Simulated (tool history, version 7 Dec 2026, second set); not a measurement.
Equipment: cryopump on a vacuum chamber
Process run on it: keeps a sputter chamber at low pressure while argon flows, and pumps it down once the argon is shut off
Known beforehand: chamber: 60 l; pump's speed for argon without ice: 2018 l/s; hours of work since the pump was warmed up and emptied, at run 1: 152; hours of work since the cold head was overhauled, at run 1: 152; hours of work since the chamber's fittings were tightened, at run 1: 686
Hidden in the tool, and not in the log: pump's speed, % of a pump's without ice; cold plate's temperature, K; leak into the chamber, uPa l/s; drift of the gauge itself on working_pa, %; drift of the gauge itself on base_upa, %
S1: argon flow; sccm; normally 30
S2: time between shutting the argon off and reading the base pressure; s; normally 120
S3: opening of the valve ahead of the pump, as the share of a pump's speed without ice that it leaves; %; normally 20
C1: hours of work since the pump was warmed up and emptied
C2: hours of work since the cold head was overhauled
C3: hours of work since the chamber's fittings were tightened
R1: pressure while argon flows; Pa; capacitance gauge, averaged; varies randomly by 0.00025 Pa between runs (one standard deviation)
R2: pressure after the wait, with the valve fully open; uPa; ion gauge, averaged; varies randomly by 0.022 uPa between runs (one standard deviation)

run   hour  S1   S2  S3   C1   C2   C3      R1    R2
  1      0  30  120  20  152  152  686  0.1262  0.69
  2   10.4  30  120  20  159  159  693  0.1257  0.67
  3   20.9  30  120  15  166  166  700  0.1686  0.71
  4   33.7  30  120  15  175  175  708  0.1686  0.67
  5   54.8  30  120  15  189  189  723  0.1679  0.71
  6   69.1  30  120  20  199  199  732  0.1267  0.69
  7   86.8  30  206  20  211  211  744  0.1266  0.52
  8  102.9  30   62  20  222  222  755  0.1266   1.1
  9    112  30  120  20  228  228  761  0.1265  0.71
 10  126.4  30  120  18  238  238  771  0.1407  0.69
 11  145.7  30  120  18  251  251  784  0.1406  0.75
 12  157.3  30   24  18  259  259  792  0.1409  2.46
 13  169.7  28   24  18  267  267  800  0.1314  2.44
 14  183.8  28   24  18  277  277  810  0.1315  2.42
 15  196.3  28   24  18  285  285  818   0.131  2.47
 16  211.7  28   24  18  295  295  829  0.1316  2.46
 17  229.7  28   24  18  307  307  841  0.1313  2.38
 18  240.2  28   24  18  315  315  848  0.1312   2.5
 19  253.1  13   21  17  323  323  857  0.0645  2.72
 20  269.8  57   21  39  335  335  868  0.1246   2.8
 21  280.9  43  226  18  342  342  875  0.2027  0.53
 22  301.2  43  226  18  356  356  889  0.2022  0.51
 23  320.8  43  226  18  369  369  902   0.202  0.53
 24  341.3  39  226  17  383  383  916  0.1945  0.52
 25  362.2  13   21  20  397  397  930   0.055  2.71
 26    376  30   21  16  406  406  940  0.1585  2.71
 27  392.6  30  122  26  418  418  951   0.098  0.75
 28  402.6  30   21  31  424  424  958  0.0826  2.85
 29    422  32   52  16  437  437  971  0.1694  1.34
 30  440.4  22   23  33  450  450  983  0.0572  2.61

The next listed run, before its measurement:
 31  461.5  22  23  33  464  464  997   ?   ?

{"run 31": {"R1": 0.0574, "R2": 2.6}}
Minus the tool's unlogged condition, the same run would have read R1 0.0561 Pa, R2 2.45 uPa.

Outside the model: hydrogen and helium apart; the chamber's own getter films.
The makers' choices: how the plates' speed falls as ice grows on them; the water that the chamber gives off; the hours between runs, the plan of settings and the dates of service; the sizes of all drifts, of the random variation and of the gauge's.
